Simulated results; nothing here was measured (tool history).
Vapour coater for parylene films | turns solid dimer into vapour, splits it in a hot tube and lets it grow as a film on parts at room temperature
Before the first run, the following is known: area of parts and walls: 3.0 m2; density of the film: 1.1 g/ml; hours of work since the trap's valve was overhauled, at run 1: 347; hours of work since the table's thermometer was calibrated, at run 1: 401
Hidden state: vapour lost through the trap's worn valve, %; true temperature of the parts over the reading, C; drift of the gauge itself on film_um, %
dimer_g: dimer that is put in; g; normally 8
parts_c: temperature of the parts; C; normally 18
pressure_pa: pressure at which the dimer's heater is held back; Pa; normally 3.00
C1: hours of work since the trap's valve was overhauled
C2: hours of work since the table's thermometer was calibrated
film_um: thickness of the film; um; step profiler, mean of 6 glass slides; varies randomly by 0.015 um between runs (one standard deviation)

run 1 hour=0.0 | dimer_g=8 parts_c=18 pressure_pa=3.00 | C1=347 C2=401 | film_um=1.24
run 2 hour=44.3 | dimer_g=8 parts_c=18 pressure_pa=2.62 | C1=369 C2=423 | film_um=1.29
run 3 hour=87.7 | dimer_g=8 parts_c=18 pressure_pa=3.10 | C1=391 C2=445 | film_um=1.26
run 4 hour=128.1 | dimer_g=8 parts_c=18 pressure_pa=3.00 | C1=411 C2=466 | film_um=1.28
run 5 hour=155.8 | dimer_g=8 parts_c=18 pressure_pa=3.00 | C1=425 C2=479 | film_um=1.23
run 6 hour=212.2 | dimer_g=8 parts_c=18 pressure_pa=3.00 | C1=453 C2=508 | film_um=1.27
run 7 hour=263.2 | dimer_g=8 parts_c=18 pressure_pa=3.00 | C1=479 C2=533 | film_um=1.25
run 8 hour=298.7 | dimer_g=8 parts_c=18 pressure_pa=7.50 | C1=497 C2=551 | film_um=1.16
run 9 hour=326.5 | dimer_g=8 parts_c=18 pressure_pa=3.00 | C1=511 C2=565 | film_um=1.26
run 10 hour=363.3 | dimer_g=4 parts_c=18 pressure_pa=3.00 | C1=529 C2=584 | film_um=0.64
run 11 hour=396.0 | dimer_g=4 parts_c=18 pressure_pa=3.00 | C1=546 C2=600 | film_um=0.63
run 12 hour=433.6 | dimer_g=4 parts_c=18 pressure_pa=3.00 | C1=565 C2=619 | film_um=0.62
run 13 hour=463.3 | dimer_g=6 parts_c=18 pressure_pa=3.00 | C1=579 C2=634 | film_um=0.95
run 14 hour=526.0 | dimer_g=3 parts_c=30 pressure_pa=5.39 | C1=611 C2=665 | film_um=0.34
run 15 hour=563.6 | dimer_g=10 parts_c=19 pressure_pa=5.93 | C1=630 C2=684 | film_um=1.46
run 16 hour=594.2 | dimer_g=10 parts_c=19 pressure_pa=5.93 | C1=645 C2=699 | film_um=1.42
run 17 hour=647.4 | dimer_g=11 parts_c=12 pressure_pa=2.14 | C1=672 C2=726 | film_um=2.07
run 18 hour=674.3 | dimer_g=11 parts_c=24 pressure_pa=2.14 | C1=685 C2=740 | film_um=1.57
-- hour=684.0 trap's valve overhauled
run 19 hour=706.3 | dimer_g=13 parts_c=25 pressure_pa=2.14 | C1=11 C2=754 | film_um=1.81
run 20 hour=742.9 | dimer_g=13 parts_c=25 pressure_pa=2.14 | C1=30 C2=772 | film_um=1.78
run 21 hour=773.7 | dimer_g=8 parts_c=12 pressure_pa=3.00 | C1=45 C2=787 | film_um=1.43

Below are 3 alternative next runs, each starting from the tool's condition after run 21. Predict each:
run A hour=830.0 | dimer_g=7 parts_c=10 pressure_pa=5.64 | C1=73 C2=816 | film_um=?
run B hour=830.0 | dimer_g=5 parts_c=12 pressure_pa=3.00 | C1=73 C2=816 | film_um=?
run C hour=830.0 | dimer_g=8 parts_c=24 pressure_pa=7.04 | C1=73 C2=816 | film_um=?

run=A film_um=1.24
run=B film_um=0.91
run=C film_um=1.06
Without the tool's unlogged condition, the same runs would have read:
run=A film_um=1.24
run=B film_um=0.91
run=C film_um=1.06
